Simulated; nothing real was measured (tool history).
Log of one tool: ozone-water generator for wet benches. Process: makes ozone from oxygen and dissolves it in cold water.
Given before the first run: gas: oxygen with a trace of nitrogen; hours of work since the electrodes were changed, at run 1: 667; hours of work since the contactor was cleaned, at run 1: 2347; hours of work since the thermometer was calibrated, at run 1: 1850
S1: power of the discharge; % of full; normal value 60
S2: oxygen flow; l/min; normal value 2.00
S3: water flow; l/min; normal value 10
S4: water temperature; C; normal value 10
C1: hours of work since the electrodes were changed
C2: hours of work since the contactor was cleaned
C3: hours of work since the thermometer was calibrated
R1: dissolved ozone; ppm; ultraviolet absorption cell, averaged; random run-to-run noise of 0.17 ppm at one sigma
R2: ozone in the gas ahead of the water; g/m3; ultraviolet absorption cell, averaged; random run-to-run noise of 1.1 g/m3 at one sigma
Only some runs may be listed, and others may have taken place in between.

run    hour  S1    S2  S3  S4    C1    C2    C3    R1     R2
  1     0.0  60  2.00  10  10   667  2347  1850  22.3  194.9
  2    76.8  60  2.00   6  10   741  2420  1923  33.4  194.0
  3   159.5  60  2.00  10  16   820  2499  2002  20.5  194.8
  4   208.8  86  2.00  10  16   867  2547  2049  26.0  241.7
  5   280.3  86  1.24  10  16   935  2615  2118  25.4  325.8
  6   343.4  60  2.00  10  10   995  2675  2178  22.0  194.3
  7   387.0  60  2.00  10  10  1037  2717  2220  21.6  195.4
  8   440.1  60  2.00  13  10  1088  2768  2270  17.4  191.9
  9   485.0  60  2.00  13  10  1131  2811  2313  17.3  192.7
 10   544.4  60  2.00  13  10  1188  2867  2370  16.9  193.3
 11   630.2  60  2.00  13  17  1270  2950  2452  16.3  191.5
 12   706.8  60  2.00  13  17  1343  3023  2525  16.0  192.4
 13   784.8  60  2.00  10  10  1417  3097  2600  22.0  191.5
 14   859.9  60  2.00  10  10  1489  3169  2672  21.8  190.8
 15   897.1  60  1.85  11  10  1525  3205  2707  19.8  200.8
 16   987.6  60  2.00  12   5  1611  3291  2794  19.5  192.7
 17  1047.4  60  2.64  10  10  1669  3348  2851  22.0  160.8
 18  1107.9  60  1.20  10  10  1726  3406  2909  20.6  263.0
 19  1150.1  60  1.63  13  13  1767  3447  2949  16.2  216.0
 20  1212.0  58  2.00  10  10  1826  3506  3009  21.1  186.9
 21  1289.7  59  2.31  12   6  1900  3580  3083  18.9  172.4
 22  1371.1  59  2.31  12   6  1978  3658  3161  18.9  171.8
 23  1458.7  59  2.31  12   6  2062  3742  3244  18.9  172.1
 24  1501.2  89  1.98  16  17  2102  3782  3285  16.7  244.9
 25  1559.2  89  1.98  16  17  2158  3838  3340  16.6  242.1
 26  1608.1  89  1.98  16  17  2205  3885  3387  16.7  246.2
 27  1693.0  94  1.92  14   8  2286  3966  3468  20.8  256.3

Forecast each of these 3 alternatives for the next run:
  A  1766.3  60  1.71  10  10  2356  4036  3538   ?   ?
  B  1766.3  50  2.00  10  17  2356  4036  3538   ?   ?
  C  1766.3  63  2.25  10   9  2356  4036  3538   ?   ?

run    R1     R2
  A  21.1  205.7
  B  17.5  167.1
  C  22.6  179.4
Take away the tool's hidden state, keep each run's random variation, and the runs would have read:
run    R1     R2
  A  22.5  216.1
  B  18.6  174.4
  C  24.1  188.8
